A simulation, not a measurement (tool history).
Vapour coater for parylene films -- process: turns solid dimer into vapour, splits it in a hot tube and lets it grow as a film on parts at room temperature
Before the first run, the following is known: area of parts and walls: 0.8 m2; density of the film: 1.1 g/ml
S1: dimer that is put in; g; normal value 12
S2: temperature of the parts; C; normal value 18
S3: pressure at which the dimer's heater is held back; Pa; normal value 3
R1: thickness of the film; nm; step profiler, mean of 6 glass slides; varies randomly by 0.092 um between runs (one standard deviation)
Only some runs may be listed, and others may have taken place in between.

run,hour,S1,S2,S3,R1
1,0,12,18,3,10270
2,18,12,18,3,10200
3,44.8,12,18,3,10210
# hour 56.7: trap's valve overhauled
4,70.3,12,18,3,10940
5,108.1,12,18,3,10980
6,125.4,12,18,3,10830
7,161.6,12,18,3,10750
8,188.8,12,18,3,10750
9,224.8,22,18,3,19470
10,261.6,22,18,3,19300
# hour 264.5: table's thermometer calibrated
11,284.7,22,18,3,19010
12,321.6,14,18,3,11900
13,356.6,14,18,3,11820
14,376.8,12,18,3,10180
# hour 392.3: table's thermometer calibrated, once more
15,412.9,12,18,3,10270
# hour 427.5: trap's valve overhauled
16,452.3,12,18,3,11090
17,482.3,12,18,3,10950
18,513.2,12,18,3,10960
19,548.9,9,18,3,8180
20,589.8,12,19,5.97,8730
21,621.8,21,15,3.41,20260
22,664.2,10,15,2.05,10500
23,702.6,10,15,2.05,10270
24,736.2,10,15,2.05,10210
25,758.3,13,21,2.05,10860
26,783.9,12,22,4.01,7990
# hour 795: trap's valve overhauled
27,822.3,16,25,6.16,9350
28,840.6,12,13,6.16,11340
29,879.6,15,18,8.68,10560
30,914.8,12,18,6.8,8940
31,933.1,13,24,5.96,7830
32,971.1,6,15,5.96,5130
33,996.6,6,15,5.96,4980
34,1029.1,6,21,5.96,3820

Selected run-to-run steps in R1, each split into two signed amounts: the part the tool would show with no hidden state at all (from settings, incoming material and random variation), and the remainder, which goes to the hidden state together with any gauge scatter not common to the measured and the hidden-state-free results:
What the log doesn't record here: vapour lost through the trap's worn valve, %; true temperature of the parts over the reading, C; drift of the gauge itself on film_um, %.
Run 3 -> 4: trap's valve overhauled. R1 +730 nm: hidden state +900, all else -170.
Run 8 -> 9: S1 12 -> 22. R1 +8720 nm: hidden state -610, all else +9330.
Run 15 -> 16: trap's valve overhauled. R1 +820 nm: hidden state +840, all else -20.
Run 20 -> 21: S1 12 -> 21, S2 19 -> 15, S3 5.97 -> 3.41. R1 +11530 nm: hidden state -730, all else +12260.
Run 21 -> 22: S1 21 -> 10, S3 3.41 -> 2.05. R1 -9760 nm: hidden state +520, all else -10280.
